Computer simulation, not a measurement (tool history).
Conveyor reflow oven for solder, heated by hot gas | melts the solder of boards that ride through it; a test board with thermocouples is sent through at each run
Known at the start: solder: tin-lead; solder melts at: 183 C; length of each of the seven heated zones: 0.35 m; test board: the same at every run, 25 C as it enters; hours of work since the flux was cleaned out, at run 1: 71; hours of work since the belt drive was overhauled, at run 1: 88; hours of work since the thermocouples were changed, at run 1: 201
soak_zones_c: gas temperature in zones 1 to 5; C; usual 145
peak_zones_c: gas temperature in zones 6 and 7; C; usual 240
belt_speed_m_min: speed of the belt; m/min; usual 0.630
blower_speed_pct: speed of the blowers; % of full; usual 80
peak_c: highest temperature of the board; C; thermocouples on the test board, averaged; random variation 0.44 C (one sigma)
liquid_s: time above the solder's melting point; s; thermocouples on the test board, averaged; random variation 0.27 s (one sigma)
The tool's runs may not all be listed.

| run | hour | soak_zones_c | peak_zones_c | belt_speed_m_min | blower_speed_pct | hours of work since the flux was cleaned out | hours of work since the belt drive was overhauled | hours of work since the thermocouples were changed | peak_c | liquid_s |
|---|---|---|---|---|---|---|---|---|---|---|
| 1 | 0.0 | 145 | 240 | 0.630 | 80 | 71 | 88 | 201 | 222.7 | 55.2 |
| 2 | 12.5 | 145 | 240 | 0.630 | 80 | 78 | 95 | 208 | 222.4 | 54.9 |
| 3 | 20.9 | 145 | 240 | 0.630 | 80 | 83 | 100 | 213 | 221.6 | 54.9 |
| 4 | 28.8 | 145 | 240 | 0.630 | 59 | 87 | 104 | 217 | 216.1 | 51.0 |
| 5 | 37.7 | 145 | 240 | 0.630 | 59 | 92 | 109 | 222 | 216.9 | 50.3 |
| 6 | 53.1 | 145 | 240 | 0.630 | 59 | 101 | 117 | 231 | 216.4 | 50.6 |
| 7 | 68.3 | 145 | 240 | 0.630 | 80 | 109 | 126 | 240 | 221.8 | 55.5 |
| 8 | 85.9 | 145 | 240 | 0.630 | 80 | 119 | 136 | 249 | 222.3 | 55.3 |
| 9 | 102.7 | 145 | 240 | 0.630 | 80 | 129 | 145 | 259 | 221.9 | 53.6 |
| 10 | 112.6 | 145 | 240 | 0.630 | 63 | 134 | 151 | 264 | 218.2 | 51.2 |
| 11 | 126.3 | 145 | 253 | 0.630 | 80 | 142 | 158 | 272 | 231.9 | 60.8 |
| 12 | 145.4 | 145 | 253 | 0.630 | 80 | 152 | 169 | 282 | 231.6 | 59.8 |
| 13 | 154.3 | 160 | 240 | 0.630 | 80 | 157 | 174 | 287 | 224.5 | 61.9 |
| 14 | 163.0 | 145 | 248 | 0.630 | 80 | 162 | 179 | 292 | 228.9 | 58.0 |
| 15 | 176.2 | 145 | 240 | 0.683 | 80 | 170 | 186 | 300 | 218.9 | 47.9 |
| 16 | 186.3 | 154 | 240 | 0.630 | 80 | 175 | 192 | 305 | 222.3 | 58.6 |
| 17 | 201.4 | 146 | 240 | 0.645 | 69 | 184 | 200 | 314 | 217.9 | 51.1 |
| 18 | 219.8 | 145 | 237 | 0.630 | 80 | 194 | 210 | 324 | 218.5 | 52.3 |
| 19 | 231.6 | 145 | 237 | 0.630 | 80 | 200 | 217 | 331 | 218.3 | 52.7 |
| 20 | 246.7 | 137 | 239 | 0.630 | 80 | 209 | 225 | 339 | 218.6 | 50.1 |
| 21 | 263.7 | 154 | 250 | 0.630 | 80 | 218 | 235 | 348 | 231.7 | 62.6 |
| 22 | 276.8 | 145 | 231 | 0.756 | 85 | 226 | 242 | 356 | 208.2 | 36.0 |
| 23 | 293.5 | 143 | 240 | 0.630 | 63 | 235 | 252 | 365 | 215.5 | 49.3 |
| 24 | 306.9 | 143 | 231 | 0.501 | 58 | 242 | 259 | 373 | 215.0 | 62.8 |
| 25 | 318.3 | 143 | 231 | 0.501 | 58 | 249 | 265 | 379 | 214.3 | 63.1 |
| 26 | 337.1 | 143 | 231 | 0.501 | 67 | 259 | 276 | 389 | 216.3 | 64.6 |
| 27 | 348.3 | 136 | 250 | 0.630 | 63 | 266 | 282 | 396 | 222.1 | 51.1 |
| 28 | 365.5 | 147 | 240 | 0.630 | 80 | 275 | 292 | 405 | 220.8 | 54.9 |
| 29 | 379.1 | 132 | 240 | 0.655 | 80 | 283 | 299 | 413 | 215.7 | 44.4 |
| 30 | 394.3 | 145 | 248 | 0.530 | 80 | 291 | 308 | 421 | 232.8 | 72.0 |

Branching from run 30: 5 alternative next runs. What would each branch give?
| A | 406.1 | 152 | 240 | 0.696 | 80 | 298 | 314 | 428 | ? | ? |
| B | 406.1 | 145 | 248 | 0.720 | 80 | 298 | 314 | 428 | ? | ? |
| C | 406.1 | 158 | 248 | 0.530 | 65 | 298 | 314 | 428 | ? | ? |
| D | 406.1 | 145 | 248 | 0.601 | 80 | 298 | 314 | 428 | ? | ? |
| E | 406.1 | 145 | 240 | 0.519 | 80 | 298 | 314 | 428 | ? | ? |

| run | peak_c | liquid_s |
|---|---|---|
| A | 217.6 | 49.5 |
| B | 220.9 | 47.6 |
| C | 231.9 | 76.9 |
| D | 228.5 | 61.0 |
| E | 226.2 | 69.9 |
With no hidden state in the tool, these same runs would have given:
| run | peak_c | liquid_s |
|---|---|---|
| A | 220.9 | 51.6 |
| B | 224.6 | 49.7 |
| C | 234.3 | 77.7 |
| D | 231.7 | 62.5 |
| E | 228.8 | 71.5 |

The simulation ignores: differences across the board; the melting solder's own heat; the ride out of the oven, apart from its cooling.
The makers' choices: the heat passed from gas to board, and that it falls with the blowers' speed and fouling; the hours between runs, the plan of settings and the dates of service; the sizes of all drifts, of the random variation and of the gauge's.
